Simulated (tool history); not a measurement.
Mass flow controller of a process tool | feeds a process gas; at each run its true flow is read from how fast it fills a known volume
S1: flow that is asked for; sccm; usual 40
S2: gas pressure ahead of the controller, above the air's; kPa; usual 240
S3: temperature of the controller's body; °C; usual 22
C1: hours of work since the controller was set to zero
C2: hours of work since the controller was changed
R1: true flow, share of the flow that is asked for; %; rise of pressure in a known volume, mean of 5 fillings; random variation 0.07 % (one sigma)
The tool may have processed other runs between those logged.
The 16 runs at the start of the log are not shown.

| run | day | S1 | S2 | S3 | C1 | C2 | R1 |
|---|---|---|---|---|---|---|---|
| 17 | 164.708 | 24 | 240 | 29 | 1889 | 1889 | 98.07 |
| 18 | 179.300 | 24 | 240 | 29 | 2069 | 2069 | 98.17 |
| 19 | 188.079 | 24 | 240 | 29 | 2177 | 2177 | 98.21 |
| 20 | 196.917 | 40 | 240 | 22 | 2286 | 2286 | 98.59 |
| 21 | 204.946 | 40 | 240 | 22 | 2385 | 2385 | 98.66 |
| 22 | 218.300 | 40 | 240 | 23 | 2550 | 2550 | 98.64 |
| 23 | 230.733 | 40 | 240 | 39 | 2703 | 2703 | 97.34 |
| 24 | 241.025 | 40 | 240 | 26 | 2830 | 2830 | 98.31 |
| 25 | 249.504 | 40 | 240 | 26 | 2934 | 2934 | 98.26 |
| 26 | 258.671 | 87 | 181 | 35 | 3047 | 3047 | 98.49 |
| 27 | 271.771 | 12 | 240 | 34 | 3209 | 3209 | 100.14 |
| 28 | 283.758 | 12 | 240 | 34 | 3357 | 3357 | 100.47 |
| 29 | 296.975 | 69 | 155 | 22 | 3519 | 3519 | 99.30 |
| 30 | 303.604 | 14 | 202 | 35 | 3601 | 3601 | 99.92 |
| 31 | 318.046 | 20 | 148 | 38 | 3779 | 3779 | 98.66 |
| 32 | 333.104 | 75 | 240 | 22 | 3965 | 3965 | 99.14 |
| 33 | 343.183 | 58 | 240 | 33 | 4089 | 4089 | 98.08 |
| 34 | 349.950 | 83 | 277 | 38 | 4172 | 4172 | 98.02 |
| 35 | 357.283 | 83 | 277 | 28 | 4263 | 4263 | 98.84 |
| 36 | 363.942 | 32 | 240 | 22 | 4345 | 4345 | 99.22 |
| 37 | 372.333 | 52 | 160 | 38 | 4448 | 4448 | 97.70 |
| 38 | 384.571 | 40 | 253 | 22 | 4599 | 4599 | 99.02 |
| 39 | 399.542 | 42 | 209 | 34 | 4784 | 4784 | 98.02 |
| 40 | 415.183 | 42 | 209 | 34 | 4976 | 4976 | 97.95 |

Run 41, settings as shown, results not yet in. Your forecast:
| 41 | 428.971 | 42 | 209 | 34 | 5146 | 5146 | ? |

{"run 41": {"R1": 98.01}}
Were there no unlogged condition in the tool, this run, its random variation unchanged, would have produced R1 97.25 %.
